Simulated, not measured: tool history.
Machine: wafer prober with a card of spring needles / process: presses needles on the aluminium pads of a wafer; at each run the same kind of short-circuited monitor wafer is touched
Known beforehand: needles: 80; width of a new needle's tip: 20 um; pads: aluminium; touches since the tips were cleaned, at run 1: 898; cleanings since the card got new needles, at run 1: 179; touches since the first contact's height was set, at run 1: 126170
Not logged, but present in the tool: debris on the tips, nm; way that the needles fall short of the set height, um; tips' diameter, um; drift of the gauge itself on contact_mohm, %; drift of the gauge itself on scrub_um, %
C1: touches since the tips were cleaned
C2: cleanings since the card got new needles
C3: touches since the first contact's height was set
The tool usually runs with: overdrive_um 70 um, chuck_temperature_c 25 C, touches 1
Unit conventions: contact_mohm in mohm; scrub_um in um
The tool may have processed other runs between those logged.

Run 1, hour 0: usual settings; C1 898; C2 179; C3 126170. Result: contact_mohm 274 mohm, scrub_um 10.18 um.
At hour 8.8: tips cleaned on abrasive film.
At hour 23.4: tips cleaned on abrasive film.
At hour 38: tips cleaned on abrasive film.
At hour 52.6: tips cleaned on abrasive film.
Run 2, hour 63.7: usual settings but chuck_temperature_c 50 C; C1 2686; C2 183; C3 141527. Result: contact_mohm 313 mohm, scrub_um 10.33 um.
At hour 66.7: tips cleaned on abrasive film.
At hour 81.3: tips cleaned on abrasive film.
At hour 95.9: tips cleaned on abrasive film.
At hour 110.5: tips cleaned on abrasive film.
Run 3, hour 111.5: usual settings; C1 253; C2 187; C3 153041. Result: contact_mohm 255 mohm, scrub_um 10.14 um.
At hour 123.2: tips cleaned on abrasive film.
At hour 126.4: height of the first contact set anew.
At hour 138.1: tips cleaned on abrasive film.
At hour 152.7: tips cleaned on abrasive film.
At hour 167.3: tips cleaned on abrasive film.
Run 4, hour 173.8: usual settings; C1 1568; C2 191; C3 11421. Result: contact_mohm 289 mohm, scrub_um 10.63 um.
At hour 179.7: tips cleaned on abrasive film.
At hour 194.3: tips cleaned on abrasive film.
At hour 206: tips cleaned on abrasive film.
At hour 220.6: tips cleaned on abrasive film.
At hour 235.2: tips cleaned on abrasive film.
Run 5, hour 238.1: usual settings; C1 689; C2 196; C3 26889. Result: contact_mohm 267 mohm, scrub_um 10.71 um.
At hour 249.8: tips cleaned on abrasive film.
At hour 264.4: tips cleaned on abrasive film.
At hour 279: tips cleaned on abrasive film.
At hour 293.6: tips cleaned on abrasive film.
Run 6, hour 294.9: usual settings; C1 328; C2 200; C3 40589. Result: contact_mohm 258 mohm, scrub_um 10.55 um.
At hour 306.6: tips cleaned on abrasive film.
At hour 321.2: tips cleaned on abrasive film.
At hour 333.3: tips cleaned on abrasive film.
Run 7, hour 333.3: usual settings but touches 2; C1 0; C2 203; C3 49824. Result: contact_mohm 244 mohm, scrub_um 10.62 um.
At hour 347.9: tips cleaned on abrasive film.
At hour 362.5: tips cleaned on abrasive film.
At hour 375.4: tips cleaned on abrasive film.
Run 8, hour 375.4: usual settings but touches 2; C1 0; C2 206; C3 59978. Result: contact_mohm 244 mohm, scrub_um 10.43 um.
At hour 390: tips cleaned on abrasive film.
At hour 404.6: tips cleaned on abrasive film.
At hour 419.2: tips cleaned on abrasive film.
Run 9, hour 429.2: usual settings; C1 2434; C2 209; C3 72966. Result: contact_mohm 301 mohm, scrub_um 10.4 um.
At hour 432.2: tips cleaned on abrasive film.
At hour 446.8: tips cleaned on abrasive film.
At hour 461.4: tips cleaned on abrasive film.
At hour 476: tips cleaned on abrasive film.
At hour 488.8: tips cleaned on abrasive film.
Run 10, hour 488.8: usual settings but overdrive_um 66 um; C1 0; C2 214; C3 87303. Result: contact_mohm 243 mohm, scrub_um 9.82 um.
At hour 500.5: tips cleaned on abrasive film.
At hour 515.1: tips cleaned on abrasive film.
At hour 529.7: tips cleaned on abrasive film.
At hour 543.9: tips cleaned on abrasive film.
Run 11, hour 543.9: usual settings but overdrive_um 60 um; C1 0; C2 218; C3 100559. Result: contact_mohm 250 mohm, scrub_um 8.7 um.
At hour 558.5: tips cleaned on abrasive film.
At hour 570.2: tips cleaned on abrasive film.
At hour 584.8: tips cleaned on abrasive film.
At hour 599.4: tips cleaned on abrasive film.
Run 12, hour 599.6: usual settings but overdrive_um 60 um; C1 53; C2 222; C3 113984. Result: contact_mohm 252 mohm, scrub_um 8.78 um.
At hour 611.3: tips cleaned on abrasive film.
At hour 625.9: tips cleaned on abrasive film.
At hour 640.5: tips cleaned on abrasive film.
Run 13, hour 643.1: usual settings but overdrive_um 82 um, chuck_temperature_c 71 C, touches 2; C1 637; C2 225; C3 124474. Result: contact_mohm 256 mohm, scrub_um 12.06 um.

Predict each of these 3 candidate next runs independently; none follows another, all start after run 13:
At hour 654.8: tips cleaned on abrasive film.
At hour 669.4: tips cleaned on abrasive film.
At hour 684: tips cleaned on abrasive film.
Run A, hour 686.3: usual settings but overdrive_um 82 um, chuck_temperature_c 50 C; C1 542; C2 228; C3 134869. Result: contact_mohm ?, scrub_um ?.
At hour 654.8: tips cleaned on abrasive film.
At hour 669.4: tips cleaned on abrasive film.
At hour 684: tips cleaned on abrasive film.
Run B, hour 686.3: usual settings but overdrive_um 69 um; C1 542; C2 228; C3 134869. Result: contact_mohm ?, scrub_um ?.
At hour 654.8: tips cleaned on abrasive film.
At hour 669.4: tips cleaned on abrasive film.
At hour 684: tips cleaned on abrasive film.
Run C, hour 686.3: usual settings but overdrive_um 78 um, chuck_temperature_c 69 C, touches 3; C1 542; C2 228; C3 134869. Result: contact_mohm ?, scrub_um ?.

run  contact_mohm  scrub_um
  A           255     12.26
  B           260     10.14
  C           254     11.45
With the hidden condition removed and each run's random variation left untouched, the same runs would have given:
run  contact_mohm  scrub_um
  A           238     12.66
  B           236     10.54
  C           246     11.85
